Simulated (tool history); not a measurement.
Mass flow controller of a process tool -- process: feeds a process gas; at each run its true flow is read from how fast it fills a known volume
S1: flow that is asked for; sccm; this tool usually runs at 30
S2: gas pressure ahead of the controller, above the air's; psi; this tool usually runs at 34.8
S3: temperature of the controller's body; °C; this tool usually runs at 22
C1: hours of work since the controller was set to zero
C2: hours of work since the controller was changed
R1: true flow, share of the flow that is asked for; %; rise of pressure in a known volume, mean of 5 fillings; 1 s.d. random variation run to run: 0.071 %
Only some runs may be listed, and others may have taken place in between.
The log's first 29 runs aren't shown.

Run 30, hour 1841.3: usual settings but S1 7 sccm, S3 26 °C; C1 1528; C2 1528. Result: R1 98.65 %.
Run 31, hour 1936.1: usual settings but S1 10 sccm, S2 40.3 psi, S3 23 °C; C1 1558; C2 1558. Result: R1 98.9 %.
Run 32, hour 2005.3: usual settings but S1 10 sccm, S2 40.3 psi, S3 23 °C; C1 1581; C2 1581. Result: R1 98.95 %.
Run 33, hour 2070.3: usual settings but S2 39.5 psi, S3 20 °C; C1 1602; C2 1602. Result: R1 99.72 %.
Run 34, hour 2160.1: usual settings but S1 32 sccm, S3 25 °C; C1 1631; C2 1631. Result: R1 99.55 %.
Run 35, hour 2232.8: usual settings but S1 32 sccm, S3 25 °C; C1 1654; C2 1654. Result: R1 99.59 %.
Run 36, hour 2325.7: usual settings but S1 23 sccm, S2 38.4 psi; C1 1685; C2 1685. Result: R1 99.18 %.
Run 37, hour 2392.9: usual settings but S1 9 sccm, S2 38.4 psi; C1 1706; C2 1706. Result: R1 98.78 %.

Consider 5 possible next runs. They are alternatives, not a sequence: every one starts from the tool as it was left by run 37. What does each give?
Run A, hour 2486.4: usual settings but S1 47 sccm, S2 23.4 psi, S3 21 °C; C1 1737; C2 1737. Result: R1 ?.
Run B, hour 2486.4: usual settings but S1 9 sccm, S2 27.3 psi; C1 1737; C2 1737. Result: R1 ?.
Run C, hour 2486.4: usual settings but S1 45 sccm, S2 22.8 psi; C1 1737; C2 1737. Result: R1 ?.
Run D, hour 2486.4: usual settings but S3 37 °C; C1 1737; C2 1737. Result: R1 ?.
Run E, hour 2486.4: usual settings but S1 11 sccm, S2 38.4 psi, S3 34 °C; C1 1737; C2 1737. Result: R1 ?.

run     R1
  A   99.6
  B  98.28
  C  99.53
  D  99.86
  E  99.21
With the hidden condition removed and each run's random variation left untouched, the same runs would have given:
run     R1
  A   99.6
  B  98.28
  C  99.53
  D  99.86
  E  99.21
